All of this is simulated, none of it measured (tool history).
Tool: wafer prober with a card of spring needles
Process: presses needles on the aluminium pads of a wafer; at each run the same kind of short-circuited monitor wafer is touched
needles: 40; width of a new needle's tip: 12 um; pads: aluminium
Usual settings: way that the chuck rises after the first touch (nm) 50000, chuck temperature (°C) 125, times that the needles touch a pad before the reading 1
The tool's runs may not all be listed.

run	hour	way that the chuck rises after the first touch (nm)	chuck temperature (°C)	times that the needles touch a pad before the reading	resistance of one needle with its contact and lead (mohm)	way that a needle slides on the pad (nm)
1	0.0	50000	125	1	285	9180
# hour 8.7: tips cleaned on abrasive film
2	8.7	50000	125	1	288	9160
3	23.9	50000	77	1	272	9190
# hour 30.8: tips cleaned on abrasive film
4	40.8	50000	77	1	270	9230
# hour 52.4: tips cleaned on abrasive film
5	56.0	50000	99	1	279	9200
6	70.6	50000	125	3	283	9260
# hour 74.8: tips cleaned on abrasive film
7	79.5	50000	40	1	261	9260
8	88.9	50000	125	1	284	9290
# hour 96.9: tips cleaned on abrasive film
9	105.4	50000	47	1	259	9290
10	113.7	50000	125	1	287	9250
# hour 118.8: tips cleaned on abrasive film
11	123.4	43000	125	1	289	7970
12	136.4	43000	125	1	289	7950
# hour 140.6: tips cleaned on abrasive film
13	150.2	50000	125	1	289	9310
# hour 162.2: tips cleaned on abrasive film
14	164.8	50000	125	1	288	9310
15	175.7	50000	125	1	285	9340
# hour 183.9: tips cleaned on abrasive film
16	188.4	50000	125	1	285	9340
17	202.0	50000	125	1	286	9370
# hour 206.0: tips cleaned on abrasive film
# hour 207.6: gauge calibrated
18	219.2	30000	82	1	285	5480
# hour 227.5: tips cleaned on abrasive film
19	230.8	30000	82	1	288	5480
20	245.2	43000	125	2	286	7940
# hour 248.9: tips cleaned on abrasive film
21	256.1	62000	107	1	273	11460
22	265.7	62000	107	1	271	11430
# hour 270.8: tips cleaned on abrasive film
23	276.2	55000	70	1	266	10130
# hour 291.9: tips cleaned on abrasive film
24	291.9	70000	27	1	250	12910
25	304.0	59000	80	1	274	10910
# hour 313.4: tips cleaned on abrasive film
26	319.3	38000	80	1	275	7050
# hour 334.8: tips cleaned on abrasive film
27	336.6	40000	86	2	276	7450
# hour 339.3: height of the first contact set anew
28	351.2	50000	75	1	268	9290
# hour 356.9: tips cleaned on abrasive film
29	359.6	50000	31	1	259	9290
30	369.7	49000	74	2	273	9100
# hour 379.1: tips cleaned on abrasive film
31	382.3	49000	98	2	279	9120
32	393.0	49000	98	2	277	9160
# hour 400.6: tips cleaned on abrasive film
33	400.8	64000	55	1	265	11970

The same runs without the tool's hidden state, with the same run-to-run variation:
The hidden state here: debris on the tips, nm; way that the needles fall short of the set height, um; tips' diameter, um; drift of the gauge itself on contact_mohm, %; drift of the gauge itself on scrub_um, %.
run	way that a needle slides on the pad (nm)
1	9180
2	9150
3	9170
4	9190
5	9150
6	9190
7	9180
8	9200
9	9190
10	9140
11	7860
12	7830
13	9160
14	9140
15	9160
16	9150
17	9170
18	5480
19	5470
20	7910
21	11400
22	11360
23	10060
24	12790
25	10790
26	6960
27	7340
28	9150
29	9140
30	8940
31	8950
32	8980
33	11720
resistance of one needle with its contact and lead (mohm): within 1 of the measured result in every run.
